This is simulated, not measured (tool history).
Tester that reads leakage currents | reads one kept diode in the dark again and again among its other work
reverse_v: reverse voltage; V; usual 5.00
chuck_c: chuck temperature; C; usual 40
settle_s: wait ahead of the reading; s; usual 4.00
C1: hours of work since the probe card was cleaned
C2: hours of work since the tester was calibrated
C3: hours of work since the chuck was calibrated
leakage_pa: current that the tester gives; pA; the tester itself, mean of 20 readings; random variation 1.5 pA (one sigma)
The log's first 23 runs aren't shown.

{"run": 24, "hour": 1596.3, "reverse_v": 5.82, "chuck_c": 23, "settle_s": 4.0, "C1": 1671, "C2": 70, "C3": 725, "leakage_pa": 96.95}
{"hour": 1611.7, "done": "tester calibrated, once more"}
{"run": 25, "hour": 1701.2, "reverse_v": 3.16, "chuck_c": 31, "settle_s": 4.0, "C1": 1720, "C2": 43, "C3": 774, "leakage_pa": 166.71}
{"run": 26, "hour": 1785.3, "reverse_v": 3.16, "chuck_c": 30, "settle_s": 0.35, "C1": 1761, "C2": 83, "C3": 814, "leakage_pa": 152.51}
{"run": 27, "hour": 1878.8, "reverse_v": 4.39, "chuck_c": 33, "settle_s": 0.35, "C1": 1805, "C2": 128, "C3": 859, "leakage_pa": 227.27}
{"hour": 1973.1, "done": "chuck's temperature calibrated"}
{"run": 28, "hour": 1984.3, "reverse_v": 10.66, "chuck_c": 33, "settle_s": 0.35, "C1": 1855, "C2": 177, "C3": 5, "leakage_pa": 384.81}
{"run": 29, "hour": 2075.8, "reverse_v": 10.66, "chuck_c": 38, "settle_s": 0.35, "C1": 1898, "C2": 221, "C3": 49, "leakage_pa": 590.17}
{"run": 30, "hour": 2142.6, "reverse_v": 4.49, "chuck_c": 52, "settle_s": 5.4, "C1": 1930, "C2": 253, "C3": 81, "leakage_pa": 1374.24}
{"run": 31, "hour": 2194.5, "reverse_v": 5.0, "chuck_c": 36, "settle_s": 2.64, "C1": 1955, "C2": 278, "C3": 106, "leakage_pa": 361.01}
{"run": 32, "hour": 2296.1, "reverse_v": 18.2, "chuck_c": 32, "settle_s": 0.94, "C1": 2004, "C2": 326, "C3": 154, "leakage_pa": 413.78}
{"run": 33, "hour": 2352.9, "reverse_v": 3.79, "chuck_c": 57, "settle_s": 0.94, "C1": 2031, "C2": 353, "C3": 181, "leakage_pa": 1899.82}
{"run": 34, "hour": 2441.8, "reverse_v": 13.93, "chuck_c": 40, "settle_s": 7.42, "C1": 2073, "C2": 396, "C3": 224, "leakage_pa": 742.77}
{"run": 35, "hour": 2490.0, "reverse_v": 7.19, "chuck_c": 40, "settle_s": 0.85, "C1": 2096, "C2": 419, "C3": 247, "leakage_pa": 577.91}
{"run": 36, "hour": 2562.2, "reverse_v": 7.19, "chuck_c": 40, "settle_s": 0.85, "C1": 2131, "C2": 453, "C3": 282, "leakage_pa": 573.43}
{"run": 37, "hour": 2635.8, "reverse_v": 7.19, "chuck_c": 40, "settle_s": 0.85, "C1": 2166, "C2": 488, "C3": 317, "leakage_pa": 569.58}
{"run": 38, "hour": 2700.4, "reverse_v": 5.0, "chuck_c": 33, "settle_s": 0.78, "C1": 2197, "C2": 519, "C3": 348, "leakage_pa": 264.67}
{"run": 39, "hour": 2804.1, "reverse_v": 5.0, "chuck_c": 30, "settle_s": 4.0, "C1": 2246, "C2": 569, "C3": 397, "leakage_pa": 197.53}

Forecast each of these 4 alternatives for the next run:
{"run": "A", "hour": 2896.1, "reverse_v": 10.32, "chuck_c": 23, "settle_s": 1.11, "C1": 2290, "C2": 613, "C3": 441, "leakage_pa": "?"}
{"run": "B", "hour": 2896.1, "reverse_v": 9.3, "chuck_c": 40, "settle_s": 1.92, "C1": 2290, "C2": 613, "C3": 441, "leakage_pa": "?"}
{"run": "C", "hour": 2896.1, "reverse_v": 2.27, "chuck_c": 40, "settle_s": 0.51, "C1": 2290, "C2": 613, "C3": 441, "leakage_pa": "?"}
{"run": "D", "hour": 2896.1, "reverse_v": 1.06, "chuck_c": 54, "settle_s": 0.93, "C1": 2290, "C2": 613, "C3": 441, "leakage_pa": "?"}

run=A leakage_pa=136.35
run=B leakage_pa=612.01
run=C leakage_pa=360.94
run=D leakage_pa=883.92
Without the tool's hidden state the same runs would have given:
run=A leakage_pa=141.30
run=B leakage_pa=648.85
run=C leakage_pa=384.19
run=D leakage_pa=938.52
